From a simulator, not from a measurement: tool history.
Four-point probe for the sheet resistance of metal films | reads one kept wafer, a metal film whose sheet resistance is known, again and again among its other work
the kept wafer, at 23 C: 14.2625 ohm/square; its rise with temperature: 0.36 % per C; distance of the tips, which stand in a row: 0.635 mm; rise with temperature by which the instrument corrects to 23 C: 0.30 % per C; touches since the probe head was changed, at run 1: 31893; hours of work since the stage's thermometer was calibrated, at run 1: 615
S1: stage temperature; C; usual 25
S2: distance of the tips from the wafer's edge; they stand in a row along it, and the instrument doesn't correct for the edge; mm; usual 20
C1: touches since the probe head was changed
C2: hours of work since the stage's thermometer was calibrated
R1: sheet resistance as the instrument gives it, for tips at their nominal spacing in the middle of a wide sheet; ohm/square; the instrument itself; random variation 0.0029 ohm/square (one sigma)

run 1 day=0 | S1=25 S2=20 | C1=31893 C2=615 | R1=14.345851
run 2 day=1.171 | S1=25 S2=71 | C1=32959 C2=637 | R1=14.338991
run 3 day=2.304 | S1=25 S2=20 | C1=33992 C2=659 | R1=14.345244
run 4 day=3.838 | S1=25 S2=20 | C1=35389 C2=687 | R1=14.34495
run 5 day=4.833 | S1=25 S2=68 | C1=36294 C2=706 | R1=14.349501
run 6 day=6.533 | S1=25 S2=20 | C1=37842 C2=738 | R1=14.354239
run 7 day=8.125 | S1=25 S2=20 | C1=39296 C2=767 | R1=14.353738
run 8 day=9.1 | S1=25 S2=20 | C1=40182 C2=786 | R1=14.357925
run 9 day=10.479 | S1=25 S2=20 | C1=41439 C2=811 | R1=14.357923
run 10 day=11.5 | S1=25 S2=10 | C1=42367 C2=830 | R1=14.384072
run 11 day=12.621 | S1=25 S2=10 | C1=43389 C2=851 | R1=14.384752
run 12 day=14.233 | S1=21 S2=20 | C1=44858 C2=881 | R1=14.327684
run 13 day=15.583 | S1=21 S2=20 | C1=46086 C2=907 | R1=14.328181
run 14 day=16.55 | S1=21 S2=20 | C1=46970 C2=925 | R1=14.32714
run 15 day=17.912 | S1=21 S2=20 | C1=48209 C2=950 | R1=14.333127
run 16 day=19.629 | S1=24 S2=20 | C1=49772 C2=982 | R1=14.365964
run 17 day=21.154 | S1=22 S2=20 | C1=51162 C2=1011 | R1=14.344481
run 18 day=21.867 | S1=22 S2=20 | C1=51811 C2=1024 | R1=14.351579
run 19 day=23.254 | S1=35 S2=20 | C1=53076 C2=1050 | R1=14.454855
run 20 day=24.854 | S1=35 S2=20 | C1=54534 C2=1080 | R1=14.458778
run 21 day=26.496 | S1=22 S2=20 | C1=56027 C2=1111 | R1=14.349205
run 22 day=28.083 | S1=24 S2=20 | C1=57476 C2=1140 | R1=14.369969
run 23 day=29.292 | S1=25 S2=20 | C1=58576 C2=1163 | R1=14.378274
run 24 day=30.492 | S1=30 S2=20 | C1=59668 C2=1185 | R1=14.423173
run 25 day=31.283 | S1=30 S2=20 | C1=60389 C2=1200 | R1=14.43507
run 26 day=32.562 | S1=30 S2=20 | C1=61556 C2=1224 | R1=14.423691
run 27 day=33.758 | S1=32 S2=20 | C1=62644 C2=1246 | R1=14.448349
run 28 day=35.383 | S1=32 S2=8 | C1=64125 C2=1277 | R1=14.489262
run 29 day=36.55 | S1=32 S2=8 | C1=65185 C2=1299 | R1=14.48376
run 30 day=37.262 | S1=24 S2=13 | C1=65837 C2=1312 | R1=14.39392
run 31 day=38.779 | S1=24 S2=13 | C1=67218 C2=1340 | R1=14.390195
run 32 day=39.833 | S1=35 S2=3 | C1=68179 C2=1360 | R1=14.8169
run 33 day=41.2 | S1=26 S2=7 | C1=69424 C2=1386 | R1=14.454626
run 34 day=42.883 | S1=25 S2=4 | C1=70956 C2=1417 | R1=14.582194
run 35 day=43.829 | S1=25 S2=9 | C1=71816 C2=1435 | R1=14.427789
run 36 day=44.946 | S1=25 S2=9 | C1=72835 C2=1455 | R1=14.42604
run 37 day=46.467 | S1=23 S2=6 | C1=74222 C2=1484 | R1=14.463254
run 38 day=47.85 | S1=25 S2=5 | C1=75480 C2=1510 | R1=14.518616
run 39 day=49.046 | S1=18 S2=38 | C1=76570 C2=1532 | R1=14.337779
run 40 day=49.896 | S1=24 S2=3 | C1=77343 C2=1548 | R1=14.730735
run 41 day=51.204 | S1=24 S2=29 | C1=78536 C2=1572 | R1=14.398983
run 42 day=52.217 | S1=24 S2=29 | C1=79457 C2=1591 | R1=14.395459
run 43 day=53.058 | S1=25 S2=20 | C1=80223 C2=1607 | R1=14.408557
run 44 day=54.738 | S1=18 S2=20 | C1=81753 C2=1638 | R1=14.352265
run 45 day=56.367 | S1=18 S2=20 | C1=83239 C2=1669 | R1=14.351629

Measured less the same run without the tool's hidden state. The same run-to-run variation is in both; the gauge's scatter may not be:
The hidden state here: inner tips' distance over the nominal, %; tips' flats over new ones', %; wafer's true temperature over the reading, C; drift of the gauge itself on sheet_ohm, %.
run=1 R1=+0.059121
run=2 R1=+0.060465
run=3 R1=+0.061777
run=4 R1=+0.063579
run=5 R1=+0.064782
run=6 R1=+0.066715
run=7 R1=+0.068672
run=8 R1=+0.069842
run=9 R1=+0.071459
run=10 R1=+0.072974
run=11 R1=+0.074397
run=12 R1=+0.07596
run=13 R1=+0.077456
run=14 R1=+0.078492
run=15 R1=+0.08017
run=16 R1=+0.082551
run=17 R1=+0.084176
run=18 R1=+0.085118
run=19 R1=+0.088013
run=20 R1=+0.090111
run=21 R1=+0.090711
run=22 R1=+0.092807
run=23 R1=+0.094462
run=24 R1=+0.096303
run=25 R1=+0.097408
run=26 R1=+0.098759
run=27 R1=+0.100418
run=28 R1=+0.102582
run=29 R1=+0.103647
run=30 R1=+0.103484
run=31 R1=+0.105364
run=32 R1=+0.11005
run=33 R1=+0.108882
run=34 R1=+0.111672
run=35 R1=+0.111695
run=36 R1=+0.112926
run=37 R1=+0.114898
run=38 R1=+0.11714
run=39 R1=+0.116705
run=40 R1=+0.121029
run=41 R1=+0.120153
run=42 R1=+0.121494
run=43 R1=+0.122648
run=44 R1=+0.12372
run=45 R1=+0.125649

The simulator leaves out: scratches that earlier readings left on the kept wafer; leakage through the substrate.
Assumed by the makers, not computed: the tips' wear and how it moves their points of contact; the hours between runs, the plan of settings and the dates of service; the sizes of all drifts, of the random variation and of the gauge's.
